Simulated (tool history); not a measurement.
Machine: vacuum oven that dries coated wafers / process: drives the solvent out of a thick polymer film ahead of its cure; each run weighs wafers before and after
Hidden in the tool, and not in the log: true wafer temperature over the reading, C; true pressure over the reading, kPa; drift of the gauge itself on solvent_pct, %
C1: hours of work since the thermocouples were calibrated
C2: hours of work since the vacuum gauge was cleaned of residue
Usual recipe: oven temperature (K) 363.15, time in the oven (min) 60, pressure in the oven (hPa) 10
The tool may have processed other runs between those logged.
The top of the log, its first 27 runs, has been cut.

Run 28, day 17.554: usual settings but oven temperature (K) 369.15; C1 719; C2 566. Result: solvent left in the film (%) 0.47.
Run 29, day 18.079: usual settings but oven temperature (K) 357.15, pressure in the oven (hPa) 15.4; C1 727; C2 573. Result: solvent left in the film (%) 2.53.
Run 30, day 18.654: usual settings but oven temperature (K) 357.15, pressure in the oven (hPa) 15.4; C1 735; C2 581. Result: solvent left in the film (%) 2.54.
Run 31, day 19.208: usual settings but oven temperature (K) 357.15, pressure in the oven (hPa) 15.4; C1 742; C2 589. Result: solvent left in the film (%) 2.48.
Run 32, day 19.829: usual settings but oven temperature (K) 357.15, pressure in the oven (hPa) 15.4; C1 751; C2 598. Result: solvent left in the film (%) 2.53.
At day 19.958: oven's thermocouples calibrated.
Run 33, day 20.55: usual settings but oven temperature (K) 357.15, pressure in the oven (hPa) 15.4; C1 8; C2 607. Result: solvent left in the film (%) 2.57.
Run 34, day 21.212: usual settings but oven temperature (K) 358.15, pressure in the oven (hPa) 33.8; C1 17; C2 616. Result: solvent left in the film (%) 3.06.
Run 35, day 21.65: usual settings but oven temperature (K) 358.15, time in the oven (min) 43, pressure in the oven (hPa) 33.8; C1 24; C2 622. Result: solvent left in the film (%) 4.39.
Run 36, day 22.454: usual settings but pressure in the oven (hPa) 39.5; C1 35; C2 633. Result: solvent left in the film (%) 2.09.
Run 37, day 23.042: usual settings but oven temperature (K) 352.15, pressure in the oven (hPa) 15.3; C1 43; C2 642. Result: solvent left in the film (%) 4.23.
Run 38, day 23.612: usual settings but oven temperature (K) 359.15, time in the oven (min) 96, pressure in the oven (hPa) 8.5; C1 51; C2 650. Result: solvent left in the film (%) 0.77.
Run 39, day 24.458: usual settings but oven temperature (K) 353.15, time in the oven (min) 101, pressure in the oven (hPa) 18.3; C1 63; C2 661. Result: solvent left in the film (%) 2.03.
At day 24.858: oven's thermocouples calibrated, once more.
Run 40, day 25.125: usual settings but oven temperature (K) 364.15, time in the oven (min) 101, pressure in the oven (hPa) 5.8; C1 4; C2 670. Result: solvent left in the film (%) 0.23.
Run 41, day 25.983: usual settings but oven temperature (K) 364.15, time in the oven (min) 101, pressure in the oven (hPa) 5.8; C1 16; C2 682. Result: solvent left in the film (%) 0.29.
Run 42, day 26.567: usual settings but oven temperature (K) 358.15, time in the oven (min) 70, pressure in the oven (hPa) 14.9; C1 24; C2 690. Result: solvent left in the film (%) 1.42.
Run 43, day 27.462: usual settings but oven temperature (K) 357.15, time in the oven (min) 39; C1 36; C2 702. Result: solvent left in the film (%) 3.75.
Run 44, day 28.008: usual settings but time in the oven (min) 31, pressure in the oven (hPa) 5.1; C1 44; C2 710. Result: solvent left in the film (%) 2.81.
Run 45, day 28.846: usual settings but time in the oven (min) 31, pressure in the oven (hPa) 5.1; C1 56; C2 721. Result: solvent left in the film (%) 2.87.
Run 46, day 29.379: usual settings but pressure in the oven (hPa) 5.4; C1 63; C2 729. Result: solvent left in the film (%) 0.74.

What if the next run were any one of these 4? Each begins from the tool's condition after run 46:
Run A, day 30.008: usual settings but oven temperature (K) 364.15, pressure in the oven (hPa) 5.4; C1 72; C2 738. Result: solvent left in the film (%) ?.
Run B, day 30.008: usual settings but oven temperature (K) 356.15, time in the oven (min) 38, pressure in the oven (hPa) 21.6; C1 72; C2 738. Result: solvent left in the film (%) ?.
Run C, day 30.008: usual settings but oven temperature (K) 360.15, pressure in the oven (hPa) 35.4; C1 72; C2 738. Result: solvent left in the film (%) ?.
Run D, day 30.008: usual settings but oven temperature (K) 360.15, time in the oven (min) 72, pressure in the oven (hPa) 26.7; C1 72; C2 738. Result: solvent left in the film (%) ?.

run  solvent left in the film (%)
  A                          0.64
  B                          4.64
  C                           2.2
  D                          1.54
What these runs would have given with no unlogged condition in the tool:
run  solvent left in the film (%)
  A                          0.63
  B                           4.7
  C                          2.21
  D                          1.54

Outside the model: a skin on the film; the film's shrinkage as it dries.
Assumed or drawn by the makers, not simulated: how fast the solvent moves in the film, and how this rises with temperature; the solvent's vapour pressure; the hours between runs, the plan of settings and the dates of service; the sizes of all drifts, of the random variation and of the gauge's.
